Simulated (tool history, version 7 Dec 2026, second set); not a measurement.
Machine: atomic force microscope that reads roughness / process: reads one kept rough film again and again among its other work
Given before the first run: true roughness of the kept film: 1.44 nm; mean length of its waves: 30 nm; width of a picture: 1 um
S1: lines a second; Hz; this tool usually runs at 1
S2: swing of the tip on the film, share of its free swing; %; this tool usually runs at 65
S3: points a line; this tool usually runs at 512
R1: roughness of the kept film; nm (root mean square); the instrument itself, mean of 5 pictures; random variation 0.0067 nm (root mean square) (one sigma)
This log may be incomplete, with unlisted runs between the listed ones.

Run 1, hour 0: usual settings. Result: R1 1.26 nm (root mean square).
Run 2, hour 11: usual settings. Result: R1 1.262 nm (root mean square).
Run 3, hour 20.4: usual settings. Result: R1 1.242 nm (root mean square).
Run 4, hour 26.5: usual settings. Result: R1 1.252 nm (root mean square).
Run 5, hour 33.5: usual settings. Result: R1 1.26 nm (root mean square).
Run 6, hour 42.5: usual settings. Result: R1 1.25 nm (root mean square).
Run 7, hour 50.7: usual settings but S2 73 %. Result: R1 1.222 nm (root mean square).
Run 8, hour 55.9: usual settings but S2 73 %. Result: R1 1.242 nm (root mean square).
Run 9, hour 60.7: usual settings but S2 73 %. Result: R1 1.228 nm (root mean square).
Run 10, hour 65.3: usual settings but S1 0.86 Hz, S2 73 %. Result: R1 1.232 nm (root mean square).
At hour 67.7: new tip fitted.
Run 11, hour 71.4: usual settings but S1 0.86 Hz, S2 73 %. Result: R1 1.328 nm (root mean square).
Run 12, hour 76.9: usual settings but S1 0.86 Hz, S2 73 %. Result: R1 1.315 nm (root mean square).
Run 13, hour 86.9: usual settings. Result: R1 1.318 nm (root mean square).
Run 14, hour 92.1: usual settings. Result: R1 1.322 nm (root mean square).
Run 15, hour 99.5: usual settings. Result: R1 1.307 nm (root mean square).
Run 16, hour 106.9: usual settings. Result: R1 1.313 nm (root mean square).
Run 17, hour 115.5: usual settings but S3 292. Result: R1 1.289 nm (root mean square).
Run 18, hour 124.9: usual settings but S3 292. Result: R1 1.288 nm (root mean square).
Run 19, hour 131.8: usual settings but S3 292. Result: R1 1.299 nm (root mean square).
Run 20, hour 139.3: usual settings but S3 292. Result: R1 1.292 nm (root mean square).
Run 21, hour 146.5: usual settings but S1 0.55 Hz, S3 292. Result: R1 1.288 nm (root mean square).
Run 22, hour 153.9: usual settings but S2 66 %. Result: R1 1.303 nm (root mean square).
Run 23, hour 163.1: usual settings but S2 69 %. Result: R1 1.293 nm (root mean square).
Run 24, hour 169.3: usual settings but S2 69 %. Result: R1 1.292 nm (root mean square).
Run 25, hour 180.4: usual settings but S2 69 %. Result: R1 1.267 nm (root mean square).
Run 26, hour 187.1: usual settings but S2 69 %. Result: R1 1.292 nm (root mean square).
Run 27, hour 196.1: usual settings but S2 57 %, S3 596. Result: R1 1.281 nm (root mean square).
Run 28, hour 203.9: usual settings but S2 57 %, S3 596. Result: R1 1.286 nm (root mean square).
Run 29, hour 211.9: usual settings but S1 0.76 Hz, S2 73 %, S3 559. Result: R1 1.274 nm (root mean square).
Run 30, hour 218.7: usual settings but S1 0.76 Hz, S2 73 %, S3 559. Result: R1 1.269 nm (root mean square).
Run 31, hour 229.8: usual settings but S1 3.44 Hz, S2 88 %, S3 673. Result: R1 1.126 nm (root mean square).
Run 32, hour 239.1: usual settings but S1 3.44 Hz, S2 68 %, S3 888. Result: R1 1.223 nm (root mean square).
Run 33, hour 249.7: usual settings but S1 3.44 Hz, S2 68 %, S3 888. Result: R1 1.206 nm (root mean square).
Run 34, hour 259.4: usual settings but S1 1.94 Hz, S2 59 %, S3 452. Result: R1 1.24 nm (root mean square).
Run 35, hour 269: usual settings but S1 1.94 Hz, S2 68 %, S3 342. Result: R1 1.231 nm (root mean square).
Run 36, hour 277.5: usual settings but S1 1.39 Hz, S2 63 %, S3 342. Result: R1 1.25 nm (root mean square).
Run 37, hour 282.5: usual settings but S1 1.39 Hz, S2 63 %, S3 342. Result: R1 1.231 nm (root mean square).
Run 38, hour 291.1: usual settings but S1 2.06 Hz, S2 72 %, S3 872. Result: R1 1.215 nm (root mean square).
Run 39, hour 297.2: usual settings but S1 1.22 Hz, S2 63 %, S3 962. Result: R1 1.237 nm (root mean square).
Run 40, hour 302.4: usual settings but S1 1.94 Hz, S2 81 %, S3 802. Result: R1 1.187 nm (root mean square).
At hour 304.4: new tip fitted.
Run 41, hour 310.2: usual settings but S1 1.72 Hz, S2 64 %, S3 677. Result: R1 1.315 nm (root mean square).
Run 42, hour 315.7: usual settings but S1 1.22 Hz, S3 497. Result: R1 1.323 nm (root mean square).
Run 43, hour 322.5: usual settings but S2 76 %, S3 644. Result: R1 1.311 nm (root mean square).
Run 44, hour 327.6: usual settings but S1 1.01 Hz, S2 64 %, S3 805. Result: R1 1.328 nm (root mean square).
Run 45, hour 338.1: usual settings but S1 0.69 Hz, S2 64 %, S3 805. Result: R1 1.319 nm (root mean square).
Run 46, hour 344.9: usual settings but S1 0.69 Hz, S2 64 %, S3 805. Result: R1 1.318 nm (root mean square).
Run 47, hour 351: usual settings but S1 0.69 Hz, S2 64 %, S3 805. Result: R1 1.32 nm (root mean square).
Run 48, hour 360.3: usual settings but S1 0.69 Hz, S2 64 %, S3 805. Result: R1 1.312 nm (root mean square).
Run 49, hour 367.3: usual settings but S1 2.57 Hz, S2 64 %, S3 805. Result: R1 1.287 nm (root mean square).

Selected run-to-run steps in R1, each split into two signed amounts: the part the tool would show with no hidden state at all (from settings, incoming material and random variation), and the remainder, which goes to the hidden state together with any gauge scatter not common to the measured and the hidden-state-free results:
Unlogged tool condition in this case: radius of the tip, nm; height scale over the true one, %; drift of the gauge itself on roughness_nm, %.
Run 10 -> 11: new tip fitted. R1 +0.096 nm (root mean square): hidden state +0.092, all else +0.004.
Run 30 -> 31: S1 0.76 -> 3.44, S2 73 -> 88, S3 559 -> 673. R1 -0.143 nm (root mean square): hidden state +0.003, all else -0.146.
Run 31 -> 32: S2 88 -> 68, S3 673 -> 888. R1 +0.097 nm (root mean square): hidden state -0.009, all else +0.106.
Run 40 -> 41: S1 1.94 -> 1.72, S2 81 -> 64, S3 802 -> 677, new tip fitted. R1 +0.128 nm (root mean square): hidden state +0.085, all else +0.043.
